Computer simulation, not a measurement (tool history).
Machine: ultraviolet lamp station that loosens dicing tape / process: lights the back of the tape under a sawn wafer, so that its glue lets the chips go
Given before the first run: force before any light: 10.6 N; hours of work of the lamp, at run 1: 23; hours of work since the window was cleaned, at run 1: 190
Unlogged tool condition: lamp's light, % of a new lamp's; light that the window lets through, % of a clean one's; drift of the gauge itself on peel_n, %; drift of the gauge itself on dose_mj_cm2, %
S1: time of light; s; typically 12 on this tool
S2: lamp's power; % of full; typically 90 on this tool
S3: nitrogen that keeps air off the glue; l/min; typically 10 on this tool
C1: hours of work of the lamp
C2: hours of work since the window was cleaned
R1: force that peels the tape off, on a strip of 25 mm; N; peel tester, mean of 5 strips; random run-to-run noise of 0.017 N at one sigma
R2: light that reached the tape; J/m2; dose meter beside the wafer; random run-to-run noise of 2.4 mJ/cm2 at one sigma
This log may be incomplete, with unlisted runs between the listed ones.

| run | hour | S1 | S2 | S3 | C1 | C2 | R1 | R2 |
|---|---|---|---|---|---|---|---|---|
| 1 | 0 | 12 | 90 | 10 | 23 | 190 | 1.021 | 2410 |
| 2 | 13.2 | 12 | 90 | 10 | 33 | 200 | 1.033 | 2450 |
| 3 | 25.5 | 12 | 90 | 10 | 42 | 209 | 1.07 | 2400 |
| 4 | 37.2 | 12 | 90 | 10 | 51 | 218 | 1.065 | 2390 |
| 5 | 46.8 | 12 | 90 | 10 | 58 | 226 | 1.099 | 2350 |
| 6 | 60.2 | 12 | 90 | 10 | 69 | 236 | 1.078 | 2370 |
| 7 | 72.6 | 12 | 90 | 10 | 78 | 245 | 1.088 | 2310 |
| 8 | 81.4 | 12 | 90 | 10 | 85 | 252 | 1.113 | 2330 |
| 9 | 89.8 | 12 | 90 | 10 | 91 | 258 | 1.165 | 2320 |
| 10 | 102.7 | 12 | 90 | 10 | 101 | 268 | 1.149 | 2300 |
| 11 | 111.8 | 12 | 90 | 6 | 108 | 275 | 1.578 | 2260 |
| 12 | 123.9 | 12 | 90 | 6 | 118 | 285 | 1.579 | 2350 |
| 13 | 137.2 | 12 | 90 | 6 | 128 | 295 | 1.639 | 2230 |

The next listed run, before its measurement:
| 14 | 143.1 | 12 | 90 | 14 | 132 | 299 | ? | ? |

For run 14 the tool returned R1 0.994 N, R2 2260 J/m2.
The same run, on a tool lacking any hidden state, would have yielded R1 0.699 N, R2 2670 J/m2.
